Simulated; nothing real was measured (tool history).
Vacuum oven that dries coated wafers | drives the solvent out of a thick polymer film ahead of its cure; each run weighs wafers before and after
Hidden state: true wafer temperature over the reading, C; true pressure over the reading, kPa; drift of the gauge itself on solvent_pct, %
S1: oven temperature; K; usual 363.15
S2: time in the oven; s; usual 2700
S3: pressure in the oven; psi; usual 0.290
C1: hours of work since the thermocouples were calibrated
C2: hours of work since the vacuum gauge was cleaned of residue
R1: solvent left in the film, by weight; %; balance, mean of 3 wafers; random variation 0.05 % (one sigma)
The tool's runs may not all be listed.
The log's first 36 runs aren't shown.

run,hour,S1,S2,S3,C1,C2,R1
37,1713.3,350.15,2880,0.152,1179,829,3.31
38,1774.4,350.15,2880,0.152,1228,877,3.37
39,1802.4,352.15,4560,0.876,1250,899,4.91
40,1848.0,364.15,1920,0.161,1286,935,1.95
41,1878.9,371.15,2700,0.212,1310,960,0.64
42,1939.0,365.15,2700,0.290,1358,1008,1.42
43,1982.8,365.15,2700,0.290,1393,1042,1.37
44,2035.1,368.15,2700,0.879,1434,1084,2.60
45,2069.8,350.15,2700,0.879,1462,1111,6.61
# hour 2132.2: oven's thermocouples calibrated
46,2134.1,350.15,2700,0.879,2,1161,6.63
47,2194.7,350.15,2700,0.879,50,1209,6.58

4 ways to go on from here, each from the tool as it stands after run 47. What would each give?
A,2221.4,375.15,4140,1.091,71,1230,?
B,2221.4,355.15,2700,0.339,71,1230,?
C,2221.4,354.15,1800,0.202,71,1230,?
D,2221.4,358.15,2700,0.879,71,1230,?

run,R1
A,2.28
B,3.23
C,4.22
D,4.54
Without the tool's hidden state the same runs would have given:
run,R1
A,2.27
B,3.22
C,4.21
D,4.53
